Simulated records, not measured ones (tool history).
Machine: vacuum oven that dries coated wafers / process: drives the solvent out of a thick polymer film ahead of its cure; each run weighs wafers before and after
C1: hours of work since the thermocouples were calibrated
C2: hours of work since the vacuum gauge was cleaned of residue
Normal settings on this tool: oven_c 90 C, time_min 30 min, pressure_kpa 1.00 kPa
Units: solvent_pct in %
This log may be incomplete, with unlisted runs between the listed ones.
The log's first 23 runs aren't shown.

run 24 hour=475.7 | oven_c=90 time_min=29 pressure_kpa=0.68 | C1=248 C2=316 | solvent_pct=2.16
run 25 hour=492.9 | oven_c=77 time_min=30 pressure_kpa=1.00 | C1=258 C2=325 | solvent_pct=6.09
run 26 hour=515.7 | oven_c=87 time_min=16 pressure_kpa=0.81 | C1=271 C2=339 | solvent_pct=6.15
run 27 hour=532.8 | oven_c=87 time_min=27 pressure_kpa=0.81 | C1=281 C2=349 | solvent_pct=3.30
run 28 hour=548.4 | oven_c=102 time_min=27 pressure_kpa=0.95 | C1=290 C2=358 | solvent_pct=0.69
run 29 hour=574.2 | oven_c=95 time_min=53 pressure_kpa=0.95 | C1=305 C2=373 | solvent_pct=0.49
run 30 hour=595.7 | oven_c=95 time_min=53 pressure_kpa=0.72 | C1=317 C2=385 | solvent_pct=0.43
run 31 hour=618.5 | oven_c=101 time_min=21 pressure_kpa=0.72 | C1=330 C2=398 | solvent_pct=1.16
run 32 hour=644.6 | oven_c=77 time_min=17 pressure_kpa=1.73 | C1=345 C2=413 | solvent_pct=9.30
run 33 hour=660.6 | oven_c=77 time_min=17 pressure_kpa=1.73 | C1=355 C2=423 | solvent_pct=9.39
run 34 hour=680.2 | oven_c=78 time_min=53 pressure_kpa=1.73 | C1=366 C2=434 | solvent_pct=3.28
run 35 hour=705.0 | oven_c=99 time_min=53 pressure_kpa=1.73 | C1=380 C2=448 | solvent_pct=0.65
run 36 hour=729.6 | oven_c=90 time_min=45 pressure_kpa=1.00 | C1=395 C2=462 | solvent_pct=1.02
run 37 hour=749.4 | oven_c=87 time_min=38 pressure_kpa=3.41 | C1=406 C2=474 | solvent_pct=3.14
run 38 hour=763.0 | oven_c=100 time_min=52 pressure_kpa=2.94 | C1=414 C2=482 | solvent_pct=1.01
run 39 hour=787.2 | oven_c=86 time_min=39 pressure_kpa=2.07 | C1=428 C2=496 | solvent_pct=2.57
run 40 hour=809.0 | oven_c=86 time_min=39 pressure_kpa=2.07 | C1=441 C2=508 | solvent_pct=2.57
run 41 hour=821.2 | oven_c=86 time_min=39 pressure_kpa=2.07 | C1=448 C2=515 | solvent_pct=2.62
run 42 hour=847.5 | oven_c=86 time_min=39 pressure_kpa=2.07 | C1=463 C2=531 | solvent_pct=2.56
run 43 hour=877.3 | oven_c=104 time_min=27 pressure_kpa=2.63 | C1=480 C2=548 | solvent_pct=1.00

Run 44 has not been measured yet. What should we expect?
run 44 hour=898.6 | oven_c=104 time_min=27 pressure_kpa=2.63 | C1=492 C2=560 | solvent_pct=?

solvent_pct: 0.97 %
Had the tool carried no hidden state, the very same run would have given solvent_pct 0.98 %.
